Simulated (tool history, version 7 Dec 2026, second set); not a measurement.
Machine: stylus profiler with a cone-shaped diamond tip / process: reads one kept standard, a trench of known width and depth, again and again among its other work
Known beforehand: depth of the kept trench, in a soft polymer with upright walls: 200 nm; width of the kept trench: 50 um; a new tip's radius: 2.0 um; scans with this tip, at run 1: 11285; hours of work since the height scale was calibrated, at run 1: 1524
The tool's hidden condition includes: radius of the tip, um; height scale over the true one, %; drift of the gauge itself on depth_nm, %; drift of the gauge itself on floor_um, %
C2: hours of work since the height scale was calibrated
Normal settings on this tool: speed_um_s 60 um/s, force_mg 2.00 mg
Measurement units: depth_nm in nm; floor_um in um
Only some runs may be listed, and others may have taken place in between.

run 1 hour=0.0 | speed_um_s=60 force_mg=2.00 | scans_with_this_tip=11285 C2=1524 | depth_nm=200.17 floor_um=47.57
run 2 hour=61.2 | speed_um_s=60 force_mg=2.00 | scans_with_this_tip=11628 C2=1570 | depth_nm=200.42 floor_um=47.57
run 3 hour=116.9 | speed_um_s=60 force_mg=2.31 | scans_with_this_tip=11940 C2=1612 | depth_nm=200.39 floor_um=47.57
run 4 hour=167.5 | speed_um_s=60 force_mg=2.31 | scans_with_this_tip=12223 C2=1651 | depth_nm=200.20 floor_um=47.57
run 5 hour=224.5 | speed_um_s=60 force_mg=2.31 | scans_with_this_tip=12542 C2=1694 | depth_nm=200.22 floor_um=47.52
run 6 hour=281.3 | speed_um_s=60 force_mg=2.31 | scans_with_this_tip=12861 C2=1737 | depth_nm=200.32 floor_um=47.55
run 7 hour=336.2 | speed_um_s=60 force_mg=2.31 | scans_with_this_tip=13168 C2=1778 | depth_nm=200.36 floor_um=47.51
run 8 hour=389.7 | speed_um_s=60 force_mg=2.31 | scans_with_this_tip=13468 C2=1819 | depth_nm=200.19 floor_um=47.50
run 9 hour=433.6 | speed_um_s=60 force_mg=2.00 | scans_with_this_tip=13714 C2=1852 | depth_nm=199.91 floor_um=47.51
run 10 hour=474.6 | speed_um_s=60 force_mg=2.00 | scans_with_this_tip=13944 C2=1883 | depth_nm=199.86 floor_um=47.46
run 11 hour=535.2 | speed_um_s=60 force_mg=2.00 | scans_with_this_tip=14283 C2=1929 | depth_nm=199.66 floor_um=47.53
run 12 hour=585.9 | speed_um_s=60 force_mg=2.00 | scans_with_this_tip=14567 C2=1967 | depth_nm=199.74 floor_um=47.50
run 13 hour=646.5 | speed_um_s=60 force_mg=2.00 | scans_with_this_tip=14906 C2=2013 | depth_nm=199.84 floor_um=47.45
run 14 hour=688.1 | speed_um_s=60 force_mg=2.00 | scans_with_this_tip=15139 C2=2044 | depth_nm=199.82 floor_um=47.45
run 15 hour=726.2 | speed_um_s=165 force_mg=2.00 | scans_with_this_tip=15353 C2=2073 | depth_nm=199.86 floor_um=46.88
run 16 hour=766.7 | speed_um_s=165 force_mg=2.00 | scans_with_this_tip=15580 C2=2104 | depth_nm=199.56 floor_um=46.83
run 17 hour=817.7 | speed_um_s=60 force_mg=4.23 | scans_with_this_tip=15866 C2=2142 | depth_nm=200.60 floor_um=47.50
run 18 hour=873.7 | speed_um_s=60 force_mg=2.00 | scans_with_this_tip=16179 C2=2185 | depth_nm=199.72 floor_um=47.38
-- hour=882.8 height scale calibrated on a step standard
run 19 hour=913.4 | speed_um_s=60 force_mg=2.00 | scans_with_this_tip=16399 C2=23 | depth_nm=198.33 floor_um=47.43
run 20 hour=979.1 | speed_um_s=60 force_mg=2.00 | scans_with_this_tip=16767 C2=73 | depth_nm=198.16 floor_um=47.45
run 21 hour=1016.6 | speed_um_s=60 force_mg=0.97 | scans_with_this_tip=16977 C2=101 | depth_nm=197.41 floor_um=47.27
run 22 hour=1049.0 | speed_um_s=60 force_mg=0.97 | scans_with_this_tip=17158 C2=126 | depth_nm=197.47 floor_um=47.28
-- hour=1065.0 height scale calibrated on a step standard, once more
run 23 hour=1110.5 | speed_um_s=68 force_mg=0.97 | scans_with_this_tip=17500 C2=34 | depth_nm=201.00 floor_um=47.14
run 24 hour=1144.3 | speed_um_s=68 force_mg=0.97 | scans_with_this_tip=17689 C2=60 | depth_nm=200.87 floor_um=47.16
run 25 hour=1205.3 | speed_um_s=68 force_mg=0.97 | scans_with_this_tip=18031 C2=106 | depth_nm=200.94 floor_um=47.17
run 26 hour=1259.4 | speed_um_s=47 force_mg=2.96 | scans_with_this_tip=18334 C2=147 | depth_nm=202.04 floor_um=47.44
run 27 hour=1295.2 | speed_um_s=232 force_mg=0.83 | scans_with_this_tip=18534 C2=174 | depth_nm=200.64 floor_um=45.78
run 28 hour=1339.3 | speed_um_s=165 force_mg=1.35 | scans_with_this_tip=18781 C2=207 | depth_nm=201.15 floor_um=46.60
run 29 hour=1401.3 | speed_um_s=22 force_mg=1.07 | scans_with_this_tip=19129 C2=254 | depth_nm=200.86 floor_um=47.43
run 30 hour=1458.7 | speed_um_s=22 force_mg=1.07 | scans_with_this_tip=19451 C2=298 | depth_nm=200.85 floor_um=47.50
run 31 hour=1490.9 | speed_um_s=66 force_mg=2.20 | scans_with_this_tip=19631 C2=322 | depth_nm=201.40 floor_um=47.27
run 32 hour=1527.5 | speed_um_s=66 force_mg=2.20 | scans_with_this_tip=19836 C2=350 | depth_nm=201.41 floor_um=47.32
run 33 hour=1582.6 | speed_um_s=190 force_mg=1.40 | scans_with_this_tip=20145 C2=392 | depth_nm=201.01 floor_um=46.42
run 34 hour=1620.4 | speed_um_s=190 force_mg=1.40 | scans_with_this_tip=20356 C2=420 | depth_nm=200.92 floor_um=46.38
run 35 hour=1686.4 | speed_um_s=202 force_mg=1.24 | scans_with_this_tip=20726 C2=470 | depth_nm=200.91 floor_um=46.22
run 36 hour=1719.3 | speed_um_s=16 force_mg=1.20 | scans_with_this_tip=20910 C2=495 | depth_nm=200.77 floor_um=47.51
run 37 hour=1784.4 | speed_um_s=56 force_mg=5.84 | scans_with_this_tip=21275 C2=544 | depth_nm=203.01 floor_um=47.47
run 38 hour=1815.1 | speed_um_s=56 force_mg=5.84 | scans_with_this_tip=21447 C2=567 | depth_nm=202.94 floor_um=47.39
run 39 hour=1866.3 | speed_um_s=56 force_mg=5.84 | scans_with_this_tip=21734 C2=606 | depth_nm=202.73 floor_um=47.43
run 40 hour=1899.3 | speed_um_s=104 force_mg=3.74 | scans_with_this_tip=21919 C2=631 | depth_nm=201.90 floor_um=47.12
run 41 hour=1933.1 | speed_um_s=66 force_mg=1.01 | scans_with_this_tip=22108 C2=657 | depth_nm=200.61 floor_um=47.11
run 42 hour=1991.7 | speed_um_s=66 force_mg=1.01 | scans_with_this_tip=22436 C2=701 | depth_nm=200.31 floor_um=47.14
run 43 hour=2030.4 | speed_um_s=140 force_mg=0.76 | scans_with_this_tip=22653 C2=730 | depth_nm=200.31 floor_um=46.36
run 44 hour=2096.0 | speed_um_s=140 force_mg=0.76 | scans_with_this_tip=23020 C2=780 | depth_nm=200.26 floor_um=46.27
run 45 hour=2163.0 | speed_um_s=140 force_mg=0.76 | scans_with_this_tip=23396 C2=831 | depth_nm=200.19 floor_um=46.33
run 46 hour=2202.8 | speed_um_s=80 force_mg=0.99 | scans_with_this_tip=23619 C2=861 | depth_nm=200.28 floor_um=46.91
run 47 hour=2247.6 | speed_um_s=37 force_mg=0.97 | scans_with_this_tip=23870 C2=895 | depth_nm=200.23 floor_um=47.26

Hidden state at the last listed run before each entry between runs and at the first one after, where it differs:
From run 18 to run 19: height scale calibrated on a step standard (hour 882.8)
  radius of the tip, um: 3.28 -> 3.29; height scale over the true one, %: -1.007 -> -1.706
  measured less the result without the state, depth_nm: -2.04 -> -3.44 nm; floor_um: -0.51 -> -0.52 um
From run 22 to run 23: height scale calibrated on a step standard, once more (hour 1065.0)
  radius of the tip, um: 3.36 -> 3.39; height scale over the true one, %: -1.752 -> -0.014
  measured less the result without the state, depth_nm: -3.52 -> -0.02 nm; floor_um: -0.54 -> -0.55 um
